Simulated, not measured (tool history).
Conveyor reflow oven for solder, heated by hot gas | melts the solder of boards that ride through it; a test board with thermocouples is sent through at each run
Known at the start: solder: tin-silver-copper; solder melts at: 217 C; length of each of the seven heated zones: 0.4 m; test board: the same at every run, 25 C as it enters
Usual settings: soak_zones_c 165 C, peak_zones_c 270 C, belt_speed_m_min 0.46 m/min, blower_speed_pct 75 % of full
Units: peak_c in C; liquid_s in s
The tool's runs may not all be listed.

| run | hour | soak_zones_c | peak_zones_c | belt_speed_m_min | blower_speed_pct | peak_c | liquid_s |
|---|---|---|---|---|---|---|---|
| 1 | 0 | 165 | 270 | 0.46 | 75 | 252.2 | 71.8 |
| 2 | 14.6 | 165 | 270 | 0.46 | 75 | 252.5 | 72.6 |
| 3 | 33.9 | 165 | 270 | 0.46 | 75 | 252.4 | 73.5 |
| 4 | 68.7 | 165 | 270 | 0.46 | 75 | 252 | 72.7 |
| 5 | 100.1 | 165 | 270 | 0.474 | 75 | 250.8 | 69.7 |
| 6 | 131.8 | 165 | 270 | 0.474 | 80 | 251.4 | 71.7 |
| 7 | 163.3 | 165 | 270 | 0.474 | 80 | 251.8 | 70.5 |
| 8 | 187.3 | 165 | 270 | 0.46 | 75 | 252 | 73.7 |
| 9 | 213.9 | 165 | 270 | 0.46 | 75 | 251.8 | 72.5 |
| 10 | 245.9 | 165 | 270 | 0.46 | 75 | 252.1 | 72.9 |
| 11 | 270.9 | 165 | 270 | 0.46 | 75 | 252.1 | 73.6 |
| 12 | 302.6 | 165 | 270 | 0.46 | 75 | 252.4 | 73.8 |
| 13 | 338.2 | 165 | 270 | 0.46 | 75 | 251.7 | 73.1 |
| 14 | 361.3 | 165 | 270 | 0.46 | 75 | 251.8 | 72.4 |
|  | 389.3 | flux residue cleaned out of gas plates and filters |
| 15 | 401.6 | 165 | 270 | 0.46 | 75 | 252.1 | 73.3 |
| 16 | 430.8 | 177 | 270 | 0.442 | 80 | 255.8 | 87.3 |
| 17 | 457.4 | 177 | 270 | 0.442 | 80 | 256.1 | 86.7 |
| 18 | 477 | 165 | 270 | 0.458 | 78 | 252.9 | 74.6 |
| 19 | 501.3 | 173 | 273 | 0.378 | 78 | 261.8 | 107.2 |
| 20 | 529.1 | 180 | 273 | 0.512 | 78 | 254.3 | 74.2 |
| 21 | 549.8 | 155 | 262 | 0.46 | 75 | 242.8 | 59.2 |
| 22 | 570 | 173 | 276 | 0.521 | 85 | 256 | 70.1 |
| 23 | 604 | 173 | 276 | 0.521 | 85 | 256.2 | 71.4 |
| 24 | 637.2 | 165 | 270 | 0.485 | 75 | 250.5 | 67 |
| 25 | 658.8 | 165 | 281 | 0.441 | 75 | 263 | 86.9 |
| 26 | 683.4 | 159 | 284 | 0.402 | 82 | 269.5 | 98.8 |
|  | 692.6 | thermocouples of zones 6 and 7 changed |
| 27 | 708.2 | 155 | 270 | 0.46 | 75 | 249.6 | 67.3 |
| 28 | 744.1 | 178 | 270 | 0.459 | 54 | 248.7 | 75.2 |
| 29 | 771.7 | 165 | 270 | 0.46 | 65 | 249.2 | 69.7 |
|  | 783.9 | flux residue cleaned out of gas plates and filters |
| 30 | 809.6 | 165 | 270 | 0.46 | 65 | 249.1 | 69.5 |

5 ways to go on from here, each from the tool as it stands after run 30. What would each give?
| A | 825.5 | 159 | 258 | 0.425 | 75 | ? | ? |
| B | 825.5 | 165 | 270 | 0.41 | 65 | ? | ? |
| C | 825.5 | 177 | 259 | 0.46 | 78 | ? | ? |
| D | 825.5 | 165 | 259 | 0.458 | 73 | ? | ? |
| E | 825.5 | 165 | 275 | 0.46 | 75 | ? | ? |

| run | peak_c | liquid_s |
|---|---|---|
| A | 243.4 | 66.7 |
| B | 253.1 | 84.3 |
| C | 245 | 72.4 |
| D | 242.5 | 61.3 |
| E | 256.3 | 77.8 |
Without the tool's hidden state the same runs would have given:
| run | peak_c | liquid_s |
|---|---|---|
| A | 243.3 | 66.5 |
| B | 253.1 | 84.1 |
| C | 244.9 | 72.3 |
| D | 242.5 | 61.2 |
| E | 256.3 | 77.6 |

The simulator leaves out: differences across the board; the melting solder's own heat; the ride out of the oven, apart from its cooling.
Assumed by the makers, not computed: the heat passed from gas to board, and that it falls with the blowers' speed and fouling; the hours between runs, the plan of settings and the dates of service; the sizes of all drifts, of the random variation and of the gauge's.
